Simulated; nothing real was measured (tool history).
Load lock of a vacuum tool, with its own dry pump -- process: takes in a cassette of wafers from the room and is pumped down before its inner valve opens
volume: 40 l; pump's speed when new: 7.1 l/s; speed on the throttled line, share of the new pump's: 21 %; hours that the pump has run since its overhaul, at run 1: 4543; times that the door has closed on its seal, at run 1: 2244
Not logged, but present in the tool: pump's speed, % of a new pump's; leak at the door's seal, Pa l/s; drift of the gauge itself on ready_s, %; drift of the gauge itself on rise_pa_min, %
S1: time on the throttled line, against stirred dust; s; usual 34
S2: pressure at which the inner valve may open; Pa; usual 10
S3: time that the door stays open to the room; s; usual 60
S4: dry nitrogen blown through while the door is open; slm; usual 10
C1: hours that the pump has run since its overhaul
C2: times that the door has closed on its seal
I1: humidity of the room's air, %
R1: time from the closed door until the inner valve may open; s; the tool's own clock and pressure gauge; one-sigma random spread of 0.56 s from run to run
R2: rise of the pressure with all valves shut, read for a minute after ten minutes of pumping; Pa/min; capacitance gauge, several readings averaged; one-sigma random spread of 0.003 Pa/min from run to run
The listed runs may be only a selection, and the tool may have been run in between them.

{"run": 1, "hour": 0.0, "S1": 34, "S2": 10, "S3": 60, "S4": 10, "C1": 4543, "C2": 2244, "I1": 46.5, "R1": 80.6, "R2": 0.04}
{"run": 2, "hour": 304.5, "S1": 34, "S2": 10, "S3": 60, "S4": 10, "C1": 4848, "C2": 2754, "I1": 43.3, "R1": 81.2, "R2": 0.039}
{"run": 3, "hour": 633.4, "S1": 34, "S2": 10, "S3": 60, "S4": 38, "C1": 5176, "C2": 3305, "I1": 41.5, "R1": 80.4, "R2": 0.021}
{"run": 4, "hour": 954.7, "S1": 34, "S2": 10, "S3": 60, "S4": 13, "C1": 5498, "C2": 3843, "I1": 44.8, "R1": 81.7, "R2": 0.038}
{"run": 5, "hour": 1234.1, "S1": 34, "S2": 10, "S3": 60, "S4": 13, "C1": 5777, "C2": 4311, "I1": 44.1, "R1": 81.7, "R2": 0.032}
{"run": 6, "hour": 1502.9, "S1": 34, "S2": 10, "S3": 60, "S4": 13, "C1": 6046, "C2": 4761, "I1": 47.3, "R1": 81.0, "R2": 0.039}
{"run": 7, "hour": 1663.9, "S1": 34, "S2": 10, "S3": 60, "S4": 10, "C1": 6207, "C2": 5031, "I1": 46.2, "R1": 81.4, "R2": 0.043}
{"run": 8, "hour": 2006.7, "S1": 34, "S2": 10, "S3": 234, "S4": 10, "C1": 6550, "C2": 5605, "I1": 44.6, "R1": 82.3, "R2": 0.09}
{"run": 9, "hour": 2354.3, "S1": 34, "S2": 10, "S3": 127, "S4": 10, "C1": 6897, "C2": 6186, "I1": 38.1, "R1": 81.0, "R2": 0.053}
{"run": 10, "hour": 2739.7, "S1": 34, "S2": 10, "S3": 60, "S4": 10, "C1": 7283, "C2": 6832, "I1": 49.4, "R1": 81.9, "R2": 0.053}
{"run": 11, "hour": 3037.4, "S1": 34, "S2": 10, "S3": 60, "S4": 10, "C1": 7580, "C2": 7330, "I1": 45.9, "R1": 82.0, "R2": 0.04}
{"run": 12, "hour": 3376.8, "S1": 34, "S2": 10, "S3": 60, "S4": 10, "C1": 7920, "C2": 7899, "I1": 45.6, "R1": 82.2, "R2": 0.037}
{"run": 13, "hour": 3758.5, "S1": 34, "S2": 10, "S3": 60, "S4": 10, "C1": 8302, "C2": 8538, "I1": 44.3, "R1": 81.5, "R2": 0.043}
{"run": 14, "hour": 3918.9, "S1": 34, "S2": 10, "S3": 60, "S4": 10, "C1": 8462, "C2": 8806, "I1": 40.4, "R1": 82.5, "R2": 0.044}
{"run": 15, "hour": 4162.2, "S1": 34, "S2": 10, "S3": 36, "S4": 10, "C1": 8705, "C2": 9214, "I1": 41.9, "R1": 82.2, "R2": 0.037}
{"run": 16, "hour": 4484.5, "S1": 34, "S2": 10, "S3": 60, "S4": 21, "C1": 9028, "C2": 9753, "I1": 45.4, "R1": 83.6, "R2": 0.035}
{"run": 17, "hour": 4842.3, "S1": 34, "S2": 10, "S3": 60, "S4": 21, "C1": 9385, "C2": 10352, "I1": 43.3, "R1": 83.6, "R2": 0.038}
{"run": 18, "hour": 5155.8, "S1": 38, "S2": 12, "S3": 73, "S4": 11, "C1": 9699, "C2": 10877, "I1": 46.1, "R1": 84.6, "R2": 0.05}
{"run": 19, "hour": 5441.5, "S1": 46, "S2": 11, "S3": 210, "S4": 10, "C1": 9985, "C2": 11356, "I1": 44.5, "R1": 92.0, "R2": 0.089}
{"run": 20, "hour": 5692.0, "S1": 25, "S2": 12, "S3": 60, "S4": 10, "C1": 10235, "C2": 11775, "I1": 43.2, "R1": 75.9, "R2": 0.043}
{"run": 21, "hour": 5892.0, "S1": 34, "S2": 10, "S3": 63, "S4": 8, "C1": 10435, "C2": 12110, "I1": 48.1, "R1": 84.5, "R2": 0.053}
{"run": 22, "hour": 6178.9, "S1": 42, "S2": 14, "S3": 138, "S4": 43, "C1": 10722, "C2": 12590, "I1": 41.9, "R1": 87.2, "R2": 0.039}
{"run": 23, "hour": 6377.7, "S1": 42, "S2": 9, "S3": 138, "S4": 43, "C1": 10921, "C2": 12923, "I1": 44.7, "R1": 89.5, "R2": 0.044}
{"run": 24, "hour": 6541.4, "S1": 42, "S2": 9, "S3": 138, "S4": 22, "C1": 11084, "C2": 13197, "I1": 45.8, "R1": 90.2, "R2": 0.062}
{"run": 25, "hour": 6770.8, "S1": 42, "S2": 9, "S3": 138, "S4": 22, "C1": 11314, "C2": 13582, "I1": 44.8, "R1": 90.6, "R2": 0.054}
{"run": 26, "hour": 7159.2, "S1": 35, "S2": 11, "S3": 60, "S4": 27, "C1": 11702, "C2": 14232, "I1": 44.8, "R1": 84.0, "R2": 0.043}
{"run": 27, "hour": 7554.2, "S1": 27, "S2": 9, "S3": 60, "S4": 10, "C1": 12097, "C2": 14893, "I1": 43.5, "R1": 79.7, "R2": 0.053}
{"run": 28, "hour": 7815.1, "S1": 50, "S2": 14, "S3": 238, "S4": 5, "C1": 12358, "C2": 15330, "I1": 44.9, "R1": 95.2, "R2": 0.112}
{"run": 29, "hour": 8192.9, "S1": 34, "S2": 10, "S3": 60, "S4": 5, "C1": 12736, "C2": 15963, "I1": 47.4, "R1": 84.5, "R2": 0.068}
{"run": 30, "hour": 8554.4, "S1": 67, "S2": 10, "S3": 60, "S4": 12, "C1": 13097, "C2": 16568, "I1": 42.9, "R1": 110.7, "R2": 0.05}
{"run": 31, "hour": 8928.7, "S1": 34, "S2": 10, "S3": 227, "S4": 5, "C1": 13472, "C2": 17195, "I1": 44.7, "R1": 85.4, "R2": 0.107}
{"run": 32, "hour": 9273.1, "S1": 34, "S2": 10, "S3": 60, "S4": 20, "C1": 13816, "C2": 17771, "I1": 46.5, "R1": 85.0, "R2": 0.05}
{"run": 33, "hour": 9485.9, "S1": 64, "S2": 17, "S3": 51, "S4": 44, "C1": 14029, "C2": 18128, "I1": 47.0, "R1": 104.2, "R2": 0.039}
{"run": 34, "hour": 9790.5, "S1": 21, "S2": 10, "S3": 52, "S4": 10, "C1": 14333, "C2": 18638, "I1": 43.5, "R1": 74.5, "R2": 0.055}

4 ways to go on from here, each from the tool as it stands after run 34. What would each give?
{"run": "A", "hour": 10084.6, "S1": 34, "S2": 10, "S3": 60, "S4": 11, "C1": 14628, "C2": 19130, "I1": 47.0, "R1": "?", "R2": "?"}
{"run": "B", "hour": 10084.6, "S1": 34, "S2": 10, "S3": 60, "S4": 7, "C1": 14628, "C2": 19130, "I1": 48.0, "R1": "?", "R2": "?"}
{"run": "C", "hour": 10084.6, "S1": 17, "S2": 10, "S3": 52, "S4": 10, "C1": 14628, "C2": 19130, "I1": 47.7, "R1": "?", "R2": "?"}
{"run": "D", "hour": 10084.6, "S1": 21, "S2": 9, "S3": 52, "S4": 10, "C1": 14628, "C2": 19130, "I1": 45.1, "R1": "?", "R2": "?"}

run=A R1=85.1 R2=0.059
run=B R1=86.1 R2=0.072
run=C R1=72.1 R2=0.058
run=D R1=76.4 R2=0.062
Take away the tool's hidden state, keep each run's random variation, and the runs would have read:
run=A R1=78.7 R2=0.035
run=B R1=79.6 R2=0.048
run=C R1=65.2 R2=0.034
run=D R1=69.5 R2=0.037

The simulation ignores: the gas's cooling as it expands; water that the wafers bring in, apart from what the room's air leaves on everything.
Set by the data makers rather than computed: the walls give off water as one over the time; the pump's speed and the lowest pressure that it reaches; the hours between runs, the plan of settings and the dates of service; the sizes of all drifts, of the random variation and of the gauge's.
